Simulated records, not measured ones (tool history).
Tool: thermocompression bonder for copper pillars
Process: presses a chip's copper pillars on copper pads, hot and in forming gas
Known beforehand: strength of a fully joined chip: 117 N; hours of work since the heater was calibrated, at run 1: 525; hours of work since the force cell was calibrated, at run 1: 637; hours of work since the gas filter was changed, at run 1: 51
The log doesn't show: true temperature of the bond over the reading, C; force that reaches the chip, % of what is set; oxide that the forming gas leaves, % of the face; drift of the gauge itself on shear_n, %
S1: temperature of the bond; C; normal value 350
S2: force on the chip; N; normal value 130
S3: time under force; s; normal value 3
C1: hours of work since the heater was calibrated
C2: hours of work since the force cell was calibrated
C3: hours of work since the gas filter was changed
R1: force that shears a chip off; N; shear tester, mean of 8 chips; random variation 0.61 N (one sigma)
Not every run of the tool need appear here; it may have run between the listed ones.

Run 1, hour 0.0: usual settings; C1 525; C2 637; C3 51. Result: R1 48.5 N.
At hour 12.8: heater calibrated with a thermocouple chip.
Run 2, hour 42.3: usual settings; C1 23; C2 668; C3 82. Result: R1 49.6 N.
Run 3, hour 81.3: usual settings; C1 53; C2 698; C3 112. Result: R1 49.0 N.
Run 4, hour 103.3: usual settings but S3 4 s; C1 70; C2 715; C3 129. Result: R1 55.7 N.
Run 5, hour 130.4: usual settings but S3 2 s; C1 90; C2 735; C3 150. Result: R1 42.1 N.
Run 6, hour 160.0: usual settings; C1 113; C2 758; C3 173. Result: R1 49.5 N.
At hour 181.2: forming gas filter changed.
Run 7, hour 202.0: usual settings; C1 145; C2 790; C3 16. Result: R1 48.6 N.
Run 8, hour 241.3: usual settings; C1 175; C2 820; C3 46. Result: R1 49.2 N.
Run 9, hour 272.8: usual settings; C1 200; C2 845; C3 71. Result: R1 48.9 N.
Run 10, hour 297.6: usual settings; C1 219; C2 864; C3 90. Result: R1 49.7 N.
Run 11, hour 319.4: usual settings; C1 236; C2 881; C3 106. Result: R1 48.4 N.
Run 12, hour 343.6: usual settings but S2 108 N; C1 254; C2 899; C3 125. Result: R1 42.8 N.
Run 13, hour 383.1: usual settings but S3 7 s; C1 285; C2 930; C3 155. Result: R1 65.2 N.
At hour 427.1: forming gas filter changed.
Run 14, hour 427.1: usual settings but S1 356 C; C1 318; C2 963; C3 0. Result: R1 52.4 N.
Run 15, hour 455.4: usual settings but S1 362 C, S3 7 s; C1 340; C2 985; C3 22. Result: R1 73.9 N.
Run 16, hour 484.1: usual settings but S1 362 C, S3 7 s; C1 362; C2 1007; C3 44. Result: R1 72.7 N.
Run 17, hour 510.2: usual settings; C1 382; C2 1027; C3 64. Result: R1 50.1 N.
Run 18, hour 539.8: usual settings; C1 405; C2 1050; C3 87. Result: R1 49.0 N.
Run 19, hour 574.3: usual settings but S2 149 N; C1 431; C2 1076; C3 113. Result: R1 54.3 N.
Run 20, hour 597.7: usual settings but S2 149 N; C1 449; C2 1094; C3 131. Result: R1 53.6 N.
Run 21, hour 637.8: usual settings but S2 149 N; C1 480; C2 1125; C3 162. Result: R1 53.5 N.
At hour 674.6: forming gas filter changed.
Run 22, hour 677.7: usual settings but S1 336 C, S2 149 N; C1 510; C2 1155; C3 2. Result: R1 44.6 N.
At hour 708.3: heater calibrated with a thermocouple chip.
Run 23, hour 709.7: usual settings but S2 81 N; C1 1; C2 1179; C3 25. Result: R1 35.2 N.
Run 24, hour 733.0: usual settings but S1 329 C, S2 134 N, S3 2 s; C1 19; C2 1197; C3 43. Result: R1 32.9 N.
Run 25, hour 753.7: usual settings but S1 340 C, S2 101 N, S3 2 s; C1 35; C2 1212; C3 59. Result: R1 30.6 N.
Run 26, hour 794.1: usual settings but S2 93 N; C1 66; C2 1244; C3 90. Result: R1 38.6 N.
Run 27, hour 822.1: usual settings but S2 103 N; C1 88; C2 1265; C3 112. Result: R1 41.1 N.
Run 28, hour 862.0: usual settings but S1 336 C, S2 171 N; C1 118; C2 1296; C3 143. Result: R1 49.6 N.

Here are 4 independent what-if runs from the current tool condition. What would each one return?
Run A, hour 891.8: usual settings but S1 334 C, S2 100 N, S3 4 s; C1 141; C2 1319; C3 166. Result: R1 ?.
Run B, hour 891.8: usual settings but S1 360 C, S2 137 N, S3 6 s; C1 141; C2 1319; C3 166. Result: R1 ?.
Run C, hour 891.8: usual settings but S1 336 C, S2 87 N, S3 6 s; C1 141; C2 1319; C3 166. Result: R1 ?.
Run D, hour 891.8: usual settings but S1 336 C, S2 127 N; C1 141; C2 1319; C3 166. Result: R1 ?.

run    R1
  A  36.0
  B  72.4
  C  39.8
  D  40.1
Had the tool no hidden state, the same runs would have come out as:
run    R1
  A  36.2
  B  72.7
  C  40.1
  D  40.3
